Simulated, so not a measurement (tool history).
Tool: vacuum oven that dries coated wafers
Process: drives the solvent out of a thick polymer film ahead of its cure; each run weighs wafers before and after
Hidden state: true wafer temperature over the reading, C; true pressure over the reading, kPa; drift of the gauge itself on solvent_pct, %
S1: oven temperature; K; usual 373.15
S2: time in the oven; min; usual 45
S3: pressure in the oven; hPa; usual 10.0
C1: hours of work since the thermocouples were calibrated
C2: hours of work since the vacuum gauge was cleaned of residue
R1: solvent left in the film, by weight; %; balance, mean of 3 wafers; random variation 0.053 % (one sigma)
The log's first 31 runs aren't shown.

Run 32, hour 2222.8: usual settings but S2 41 min; C1 489; C2 631. Result: R1 2.23 %.
Run 33, hour 2333.4: usual settings but S1 364.15 K, S2 30 min, S3 12.4 hPa; C1 557; C2 700. Result: R1 7.46 %.
Run 34, hour 2434.0: usual settings but S1 364.15 K, S2 30 min, S3 12.4 hPa; C1 619; C2 762. Result: R1 7.47 %.
Run 35, hour 2512.6: usual settings but S1 370.15 K, S2 30 min, S3 17.0 hPa; C1 668; C2 811. Result: R1 5.41 %.
Run 36, hour 2567.6: usual settings but S1 370.15 K, S2 30 min, S3 17.0 hPa; C1 702; C2 845. Result: R1 5.49 %.
Run 37, hour 2671.2: usual settings but S3 6.0 hPa; C1 766; C2 909. Result: R1 1.97 %.
Run 38, hour 2769.0: usual settings but S1 369.15 K, S3 12.5 hPa; C1 827; C2 970. Result: R1 3.61 %.
Run 39, hour 2840.7: usual settings but S1 369.15 K, S3 12.5 hPa; C1 872; C2 1014. Result: R1 3.67 %.
Run 40, hour 2917.0: usual settings but S1 374.15 K, S3 8.9 hPa; C1 919; C2 1061. Result: R1 2.20 %.
Run 41, hour 2989.5: usual settings but S1 362.15 K, S3 5.9 hPa; C1 964; C2 1106. Result: R1 5.66 %.
Run 42, hour 3073.7: usual settings but S1 362.15 K, S3 5.9 hPa; C1 1016; C2 1158. Result: R1 5.71 %.
At hour 3116.7: oven's thermocouples calibrated.
Run 43, hour 3165.5: usual settings but S1 362.15 K, S3 5.9 hPa; C1 30; C2 1214. Result: R1 4.84 %.
Run 44, hour 3245.1: usual settings but S1 363.15 K, S2 28 min; C1 80; C2 1263. Result: R1 7.74 %.
Run 45, hour 3317.8: usual settings but S1 363.15 K, S2 80 min, S3 33.4 hPa; C1 125; C2 1308. Result: R1 6.28 %.
At hour 3400.6: vacuum gauge cleaned of residue and calibrated.
Run 46, hour 3425.3: usual settings but S1 363.15 K, S2 26 min, S3 25.0 hPa; C1 190; C2 15. Result: R1 9.44 %.
Run 47, hour 3526.5: usual settings but S1 363.15 K, S2 26 min, S3 25.0 hPa; C1 253; C2 78. Result: R1 9.46 %.

Forecast each of these 3 alternatives for the next run:
Run A, hour 3609.2: usual settings but S2 25 min, S3 31.7 hPa; C1 304; C2 129. Result: R1 ?.
Run B, hour 3609.2: usual settings but S1 359.15 K, S2 26 min, S3 23.5 hPa; C1 304; C2 129. Result: R1 ?.
Run C, hour 3609.2: usual settings but S2 32 min; C1 304; C2 129. Result: R1 ?.

run     R1
  A   5.99
  B  11.09
  C   2.87
Without the tool's hidden state the same runs would have given:
run     R1
  A   5.68
  B  10.72
  C   2.63

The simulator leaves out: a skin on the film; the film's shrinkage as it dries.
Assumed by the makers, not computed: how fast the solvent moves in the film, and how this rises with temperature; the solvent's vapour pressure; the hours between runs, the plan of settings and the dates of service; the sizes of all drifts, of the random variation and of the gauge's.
